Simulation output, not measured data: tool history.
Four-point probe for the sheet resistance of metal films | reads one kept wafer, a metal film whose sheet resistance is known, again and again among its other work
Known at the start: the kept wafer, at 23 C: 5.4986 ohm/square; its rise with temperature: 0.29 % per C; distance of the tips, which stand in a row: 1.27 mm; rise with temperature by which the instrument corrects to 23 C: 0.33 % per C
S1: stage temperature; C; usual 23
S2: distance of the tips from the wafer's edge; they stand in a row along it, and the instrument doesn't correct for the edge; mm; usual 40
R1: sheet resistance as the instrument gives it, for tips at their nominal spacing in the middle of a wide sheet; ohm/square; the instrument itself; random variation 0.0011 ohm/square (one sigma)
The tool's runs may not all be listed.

{"run": 1, "day": 0.0, "S1": 23, "S2": 40, "R1": 5.500609}
{"run": 2, "day": 0.771, "S1": 23, "S2": 40, "R1": 5.501775}
{"run": 3, "day": 1.208, "S1": 23, "S2": 40, "R1": 5.501144}
{"run": 4, "day": 1.842, "S1": 23, "S2": 40, "R1": 5.500971}
{"run": 5, "day": 2.408, "S1": 23, "S2": 40, "R1": 5.50392}
{"run": 6, "day": 2.967, "S1": 23, "S2": 40, "R1": 5.500584}
{"run": 7, "day": 3.688, "S1": 31, "S2": 40, "R1": 5.483437}
{"run": 8, "day": 4.329, "S1": 31, "S2": 40, "R1": 5.482611}
{"run": 9, "day": 5.246, "S1": 31, "S2": 40, "R1": 5.482778}
{"run": 10, "day": 5.925, "S1": 23, "S2": 40, "R1": 5.504125}
{"day": 6.225, "done": "stage's thermometer calibrated"}
{"run": 11, "day": 6.317, "S1": 23, "S2": 40, "R1": 5.503282}
{"run": 12, "day": 6.721, "S1": 23, "S2": 40, "R1": 5.502325}
{"run": 13, "day": 7.158, "S1": 23, "S2": 40, "R1": 5.500214}
{"run": 14, "day": 8.046, "S1": 23, "S2": 40, "R1": 5.503761}
{"run": 15, "day": 8.825, "S1": 23, "S2": 4, "R1": 5.781318}
{"run": 16, "day": 9.7, "S1": 23, "S2": 15, "R1": 5.522838}
{"run": 17, "day": 10.138, "S1": 23, "S2": 40, "R1": 5.502607}
{"run": 18, "day": 10.717, "S1": 20, "S2": 40, "R1": 5.510208}
{"run": 19, "day": 11.458, "S1": 23, "S2": 40, "R1": 5.500885}
{"run": 20, "day": 11.875, "S1": 23, "S2": 7, "R1": 5.597042}
{"run": 21, "day": 12.729, "S1": 23, "S2": 7, "R1": 5.594353}
{"run": 22, "day": 13.433, "S1": 23, "S2": 7, "R1": 5.594976}
{"run": 23, "day": 14.246, "S1": 28, "S2": 40, "R1": 5.492453}
{"run": 24, "day": 14.992, "S1": 28, "S2": 52, "R1": 5.490689}
{"run": 25, "day": 15.7, "S1": 29, "S2": 72, "R1": 5.485909}
{"run": 26, "day": 16.462, "S1": 29, "S2": 72, "R1": 5.487097}
{"run": 27, "day": 17.067, "S1": 29, "S2": 72, "R1": 5.486316}
{"run": 28, "day": 17.717, "S1": 29, "S2": 72, "R1": 5.487784}
{"run": 29, "day": 18.525, "S1": 27, "S2": 3, "R1": 5.971245}
{"run": 30, "day": 19.162, "S1": 27, "S2": 3, "R1": 5.968975}
{"run": 31, "day": 19.708, "S1": 22, "S2": 40, "R1": 5.505753}
{"run": 32, "day": 20.162, "S1": 22, "S2": 40, "R1": 5.504045}
{"run": 33, "day": 20.612, "S1": 33, "S2": 8, "R1": 5.550915}
{"run": 34, "day": 21.217, "S1": 33, "S2": 8, "R1": 5.549128}
{"run": 35, "day": 22.079, "S1": 26, "S2": 6, "R1": 5.621441}
{"run": 36, "day": 22.925, "S1": 26, "S2": 6, "R1": 5.622779}
{"run": 37, "day": 23.612, "S1": 26, "S2": 6, "R1": 5.622437}
{"run": 38, "day": 24.254, "S1": 29, "S2": 26, "R1": 5.491906}
{"run": 39, "day": 25.142, "S1": 25, "S2": 5, "R1": 5.678393}
{"run": 40, "day": 25.646, "S1": 25, "S2": 5, "R1": 5.680335}
{"run": 41, "day": 26.171, "S1": 25, "S2": 5, "R1": 5.67828}
{"run": 42, "day": 26.696, "S1": 28, "S2": 4, "R1": 5.767864}
{"run": 43, "day": 27.292, "S1": 28, "S2": 4, "R1": 5.770538}
{"run": 44, "day": 28.167, "S1": 26, "S2": 4, "R1": 5.774459}
{"run": 45, "day": 28.696, "S1": 26, "S2": 8, "R1": 5.567647}

Forecast each of these 4 alternatives for the next run:
{"run": "A", "day": 29.196, "S1": 30, "S2": 31, "R1": "?"}
{"run": "B", "day": 29.196, "S1": 32, "S2": 5, "R1": "?"}
{"run": "C", "day": 29.196, "S1": 25, "S2": 8, "R1": "?"}
{"run": "D", "day": 29.196, "S1": 25, "S2": 40, "R1": "?"}

run=A R1=5.488085
run=B R1=5.664878
run=C R1=5.567409
run=D R1=5.497968
Without the tool's hidden state the same runs would have given:
run=A R1=5.486994
run=B R1=5.663755
run=C R1=5.566303
run=D R1=5.496875
